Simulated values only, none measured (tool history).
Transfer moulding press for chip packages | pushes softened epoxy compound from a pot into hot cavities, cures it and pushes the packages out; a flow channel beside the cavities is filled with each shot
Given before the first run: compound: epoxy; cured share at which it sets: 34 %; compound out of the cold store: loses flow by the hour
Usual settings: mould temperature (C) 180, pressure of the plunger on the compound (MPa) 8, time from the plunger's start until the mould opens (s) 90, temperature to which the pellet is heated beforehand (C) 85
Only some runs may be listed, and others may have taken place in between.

run,hour,mould temperature (C),pressure of the plunger on the compound (MPa),time from the plunger's start until the mould opens (s),temperature to which the pellet is heated beforehand (C),incoming compound's hours out of the cold store,length that the compound runs in the flow channel (mm),greatest force on the pins that push the packages out (N)
1,0,180,8,90,85,21.1,1006,417
2,9.5,180,7.81,90,85,45.9,887,397
# hour 24.4: cavities cleaned with cleaning compound and waxed
3,24.5,180,7.87,90,85,29,960,431
# hour 27.6: plunger's sealing rings changed
# hour 43.5: mould's thermocouples calibrated
4,43.5,180,7.87,90,85,45.1,882,399
5,54.9,180,7.87,90,85,22.4,989,439
# hour 59.6: cavities cleaned with cleaning compound and waxed
6,68.9,180,7.87,90,85,41.6,900,402
7,77.5,180,7.87,90,85,30.1,958,424
# hour 90.6: cavities cleaned with cleaning compound and waxed
8,93.6,180,7.87,90,85,40,914,417
9,102.4,180,7.91,90,85,36.1,931,401
10,114.6,180,8,90,85,40.6,922,394
# hour 121.3: cavities cleaned with cleaning compound and waxed
11,129.4,180,8,90,85,25.2,994,433
12,140,180,8,90,85,8.3,1076,450
# hour 151.9: cavities cleaned with cleaning compound and waxed
13,155.2,180,6.15,90,85,25.9,867,434
14,164.6,180,6.15,90,85,36,819,425
15,177.2,180,6.15,90,85,31.1,839,433
# hour 182.4: cavities cleaned with cleaning compound and waxed
16,187.5,180,6.15,90,85,22.4,875,415
17,196.7,180,7.46,105,85,11,1032,361
18,210.4,181,6.82,123,85,42.2,832,360
# hour 213: cavities cleaned with cleaning compound and waxed
19,227.2,183,8.19,83,77,44.8,895,405
20,241,180,7.28,117,79,22.5,956,366
# hour 243.5: cavities cleaned with cleaning compound and waxed
21,251.2,174,8,90,85,24.2,1020,604
22,260.6,174,8,90,85,9.7,1088,638
# hour 274.2: cavities cleaned with cleaning compound and waxed
23,278,175,6.32,90,85,18.2,942,561
24,290,180,8,120,88,24,989,354
# hour 305.5: cavities cleaned with cleaning compound and waxed
25,305.5,173,9.95,73,82,42.2,1044,1007
26,314.2,180,7.85,116,85,10.1,1054,352
# hour 321.4: plunger's sealing rings changed
27,328.3,178,7.63,82,86,46.8,869,515

Predict each of these 5 candidate next runs independently; none follows another, all start after run 27:
A,336.4,180,7.53,90,91,37.8,?,?
B,336.4,187,8,80,85,26.3,?,?
C,336.4,180,8,119,85,9.5,?,?
D,336.4,180,8,90,85,30.2,?,?
E,336.4,178,7.63,99,86,43,?,?

run,length that the compound runs in the flow channel (mm),greatest force on the pins that push the packages out (N)
A,898,410
B,960,386
C,1078,365
D,963,434
E,891,398
Stripped of hidden state, with their random variation kept, the same runs would have yielded:
run,length that the compound runs in the flow channel (mm),greatest force on the pins that push the packages out (N)
A,898,404
B,960,381
C,1078,360
D,963,429
E,892,393
